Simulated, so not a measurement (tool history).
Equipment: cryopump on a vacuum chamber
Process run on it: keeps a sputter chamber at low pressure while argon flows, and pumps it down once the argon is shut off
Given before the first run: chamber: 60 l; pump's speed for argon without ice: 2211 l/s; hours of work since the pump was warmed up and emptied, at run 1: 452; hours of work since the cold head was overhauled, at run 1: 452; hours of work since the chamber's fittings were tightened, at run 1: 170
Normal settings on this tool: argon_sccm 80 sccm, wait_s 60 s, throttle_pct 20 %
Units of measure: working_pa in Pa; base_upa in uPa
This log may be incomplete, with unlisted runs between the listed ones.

| run | hour | argon_sccm | wait_s | throttle_pct | hours of work since the pump was warmed up and emptied | hours of work since the cold head was overhauled | hours of work since the chamber's fittings were tightened | working_pa | base_upa |
|---|---|---|---|---|---|---|---|---|---|
| 1 | 0 | 80 | 60 | 20 | 452 | 452 | 170 | 0.3146 | 0.61 |
| 2 | 23.9 | 106 | 60 | 20 | 468 | 468 | 187 | 0.4201 | 0.61 |
| 3 | 53.5 | 106 | 21 | 20 | 488 | 488 | 207 | 0.4175 | 1.23 |
| 4 | 93 | 106 | 21 | 20 | 515 | 515 | 233 | 0.4174 | 1.16 |
| 5 | 143.6 | 80 | 60 | 20 | 549 | 549 | 267 | 0.3189 | 0.64 |
| 6 | 179.5 | 80 | 60 | 20 | 574 | 574 | 292 | 0.3193 | 0.6 |
| 7 | 215 | 61 | 60 | 54 | 598 | 598 | 316 | 0.0972 | 0.73 |
| 8 | 247.6 | 112 | 60 | 17 | 620 | 620 | 338 | 0.5238 | 0.69 |
| 9 | 278.2 | 112 | 60 | 17 | 640 | 640 | 359 | 0.524 | 0.72 |
| 10 | 314.6 | 112 | 60 | 17 | 665 | 665 | 383 | 0.5264 | 0.71 |
| 11 | 349.7 | 77 | 76 | 20 | 689 | 689 | 407 | 0.31 | 0.66 |
| 12 | 383.2 | 77 | 76 | 20 | 711 | 711 | 430 | 0.3101 | 0.65 |

5 options for the next run, each taken on its own from the tool as it stands now. Forecast them:
| A | 416.2 | 80 | 53 | 20 | 734 | 734 | 452 | ? | ? |
| B | 416.2 | 44 | 26 | 20 | 734 | 734 | 452 | ? | ? |
| C | 416.2 | 80 | 28 | 20 | 734 | 734 | 452 | ? | ? |
| D | 416.2 | 108 | 300 | 21 | 734 | 734 | 452 | ? | ? |
| E | 416.2 | 77 | 253 | 20 | 734 | 734 | 452 | ? | ? |

| run | working_pa | base_upa |
|---|---|---|
| A | 0.3252 | 0.77 |
| B | 0.1793 | 1.13 |
| C | 0.3235 | 1.14 |
| D | 0.4179 | 0.48 |
| E | 0.3104 | 0.51 |
Without the tool's hidden state the same runs would have given:
| run | working_pa | base_upa |
|---|---|---|
| A | 0.3073 | 0.49 |
| B | 0.1695 | 0.86 |
| C | 0.3057 | 0.86 |
| D | 0.3938 | 0.2 |
| E | 0.2933 | 0.23 |
